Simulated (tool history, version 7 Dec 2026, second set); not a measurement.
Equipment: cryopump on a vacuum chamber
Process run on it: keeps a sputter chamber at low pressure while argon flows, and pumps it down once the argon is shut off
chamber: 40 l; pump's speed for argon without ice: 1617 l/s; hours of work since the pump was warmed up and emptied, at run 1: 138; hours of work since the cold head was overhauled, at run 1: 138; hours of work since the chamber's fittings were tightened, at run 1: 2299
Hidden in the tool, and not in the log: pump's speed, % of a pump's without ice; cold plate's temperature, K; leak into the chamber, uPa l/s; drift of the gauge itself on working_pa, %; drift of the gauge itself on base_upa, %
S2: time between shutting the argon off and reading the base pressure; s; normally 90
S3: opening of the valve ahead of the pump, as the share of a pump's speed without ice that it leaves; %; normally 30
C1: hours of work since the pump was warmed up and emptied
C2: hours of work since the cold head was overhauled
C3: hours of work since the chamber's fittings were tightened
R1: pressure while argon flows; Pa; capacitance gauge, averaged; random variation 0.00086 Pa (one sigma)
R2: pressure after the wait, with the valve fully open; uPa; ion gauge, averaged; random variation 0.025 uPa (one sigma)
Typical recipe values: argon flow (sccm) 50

{"run": 1, "day": 0.0, "argon flow (sccm)": 50, "S2": 90, "S3": 30, "C1": 138, "C2": 138, "C3": 2299, "R1": 0.1779, "R2": 1.66}
{"run": 2, "day": 0.425, "argon flow (sccm)": 50, "S2": 41, "S3": 30, "C1": 144, "C2": 144, "C3": 2306, "R1": 0.1778, "R2": 2.6}
{"run": 3, "day": 1.142, "argon flow (sccm)": 50, "S2": 253, "S3": 30, "C1": 156, "C2": 156, "C3": 2318, "R1": 0.1793, "R2": 1.01}
{"run": 4, "day": 1.925, "argon flow (sccm)": 50, "S2": 90, "S3": 25, "C1": 168, "C2": 168, "C3": 2330, "R1": 0.2121, "R2": 1.63}
{"run": 5, "day": 2.788, "argon flow (sccm)": 50, "S2": 90, "S3": 25, "C1": 182, "C2": 182, "C3": 2344, "R1": 0.2129, "R2": 1.63}
{"run": 6, "day": 3.558, "argon flow (sccm)": 50, "S2": 90, "S3": 30, "C1": 194, "C2": 194, "C3": 2356, "R1": 0.1792, "R2": 1.6}
{"run": 7, "day": 4.108, "argon flow (sccm)": 50, "S2": 90, "S3": 30, "C1": 203, "C2": 203, "C3": 2365, "R1": 0.1799, "R2": 1.66}
{"run": 8, "day": 4.838, "argon flow (sccm)": 50, "S2": 90, "S3": 30, "C1": 214, "C2": 214, "C3": 2376, "R1": 0.1796, "R2": 1.68}
{"run": 9, "day": 5.475, "argon flow (sccm)": 50, "S2": 90, "S3": 30, "C1": 224, "C2": 224, "C3": 2386, "R1": 0.1796, "R2": 1.7}
{"run": 10, "day": 6.338, "argon flow (sccm)": 22, "S2": 90, "S3": 30, "C1": 238, "C2": 238, "C3": 2400, "R1": 0.0795, "R2": 1.63}
{"run": 11, "day": 6.733, "argon flow (sccm)": 22, "S2": 90, "S3": 30, "C1": 244, "C2": 244, "C3": 2406, "R1": 0.0791, "R2": 1.68}
{"run": 12, "day": 7.571, "argon flow (sccm)": 22, "S2": 90, "S3": 30, "C1": 258, "C2": 258, "C3": 2420, "R1": 0.0795, "R2": 1.65}
{"run": 13, "day": 7.992, "argon flow (sccm)": 50, "S2": 90, "S3": 30, "C1": 264, "C2": 264, "C3": 2426, "R1": 0.1804, "R2": 1.67}
{"run": 14, "day": 8.854, "argon flow (sccm)": 50, "S2": 90, "S3": 30, "C1": 278, "C2": 278, "C3": 2440, "R1": 0.1794, "R2": 1.71}
{"run": 15, "day": 9.379, "argon flow (sccm)": 50, "S2": 90, "S3": 15, "C1": 286, "C2": 286, "C3": 2448, "R1": 0.3534, "R2": 1.7}
{"run": 16, "day": 9.754, "argon flow (sccm)": 50, "S2": 90, "S3": 15, "C1": 292, "C2": 292, "C3": 2454, "R1": 0.3547, "R2": 1.68}
{"run": 17, "day": 10.558, "argon flow (sccm)": 50, "S2": 90, "S3": 32, "C1": 305, "C2": 305, "C3": 2467, "R1": 0.1713, "R2": 1.74}
{"run": 18, "day": 11.408, "argon flow (sccm)": 34, "S2": 101, "S3": 32, "C1": 319, "C2": 319, "C3": 2480, "R1": 0.1162, "R2": 1.62}
{"run": 19, "day": 12.292, "argon flow (sccm)": 22, "S2": 208, "S3": 42, "C1": 333, "C2": 333, "C3": 2494, "R1": 0.0578, "R2": 1.21}
{"run": 20, "day": 12.95, "argon flow (sccm)": 50, "S2": 87, "S3": 32, "C1": 343, "C2": 343, "C3": 2505, "R1": 0.1718, "R2": 1.79}
{"run": 21, "day": 13.433, "argon flow (sccm)": 50, "S2": 113, "S3": 32, "C1": 351, "C2": 351, "C3": 2512, "R1": 0.1707, "R2": 1.54}
{"run": 22, "day": 13.846, "argon flow (sccm)": 61, "S2": 25, "S3": 29, "C1": 357, "C2": 357, "C3": 2519, "R1": 0.2311, "R2": 4.0}
{"run": 23, "day": 14.333, "argon flow (sccm)": 72, "S2": 205, "S3": 29, "C1": 365, "C2": 365, "C3": 2527, "R1": 0.2726, "R2": 1.26}
{"run": 24, "day": 14.833, "argon flow (sccm)": 50, "S2": 90, "S3": 24, "C1": 373, "C2": 373, "C3": 2535, "R1": 0.2265, "R2": 1.76}
{"run": 25, "day": 15.333, "argon flow (sccm)": 50, "S2": 90, "S3": 24, "C1": 381, "C2": 381, "C3": 2543, "R1": 0.2261, "R2": 1.75}
{"run": 26, "day": 15.917, "argon flow (sccm)": 50, "S2": 90, "S3": 27, "C1": 390, "C2": 390, "C3": 2552, "R1": 0.2018, "R2": 1.81}
{"run": 27, "day": 16.529, "argon flow (sccm)": 24, "S2": 300, "S3": 16, "C1": 400, "C2": 400, "C3": 2562, "R1": 0.1611, "R2": 1.13}
{"run": 28, "day": 17.004, "argon flow (sccm)": 24, "S2": 300, "S3": 16, "C1": 407, "C2": 407, "C3": 2569, "R1": 0.1606, "R2": 1.14}
{"run": 29, "day": 17.792, "argon flow (sccm)": 24, "S2": 300, "S3": 16, "C1": 420, "C2": 420, "C3": 2582, "R1": 0.1635, "R2": 1.16}
{"run": 30, "day": 18.208, "argon flow (sccm)": 72, "S2": 245, "S3": 53, "C1": 426, "C2": 426, "C3": 2588, "R1": 0.1563, "R2": 1.24}
{"run": 31, "day": 19.038, "argon flow (sccm)": 50, "S2": 90, "S3": 50, "C1": 440, "C2": 440, "C3": 2601, "R1": 0.1146, "R2": 1.76}
{"run": 32, "day": 19.85, "argon flow (sccm)": 40, "S2": 70, "S3": 31, "C1": 452, "C2": 452, "C3": 2614, "R1": 0.1436, "R2": 2.1}
{"run": 33, "day": 20.25, "argon flow (sccm)": 42, "S2": 58, "S3": 43, "C1": 459, "C2": 459, "C3": 2621, "R1": 0.11, "R2": 2.33}
{"day": 20.492, "done": "leaking fittings of the chamber tightened, without venting"}
{"run": 34, "day": 20.821, "argon flow (sccm)": 56, "S2": 125, "S3": 34, "C1": 467, "C2": 467, "C3": 5, "R1": 0.1843, "R2": 0.92}

Here are 3 independent what-if runs from the current tool condition. What would each one return?
{"run": "A", "day": 21.6, "argon flow (sccm)": 26, "S2": 58, "S3": 34, "C1": 479, "C2": 479, "C3": 18, "R1": "?", "R2": "?"}
{"run": "B", "day": 21.6, "argon flow (sccm)": 45, "S2": 63, "S3": 18, "C1": 479, "C2": 479, "C3": 18, "R1": "?", "R2": "?"}
{"run": "C", "day": 21.6, "argon flow (sccm)": 80, "S2": 125, "S3": 34, "C1": 479, "C2": 479, "C3": 18, "R1": "?", "R2": "?"}

run=A R1=0.0862 R2=1.61
run=B R1=0.2726 R2=1.51
run=C R1=0.2648 R2=0.92
Without the tool's hidden state the same runs would have given:
run=A R1=0.0804 R2=1.53
run=B R1=0.2625 R2=1.43
run=C R1=0.2469 R2=0.84
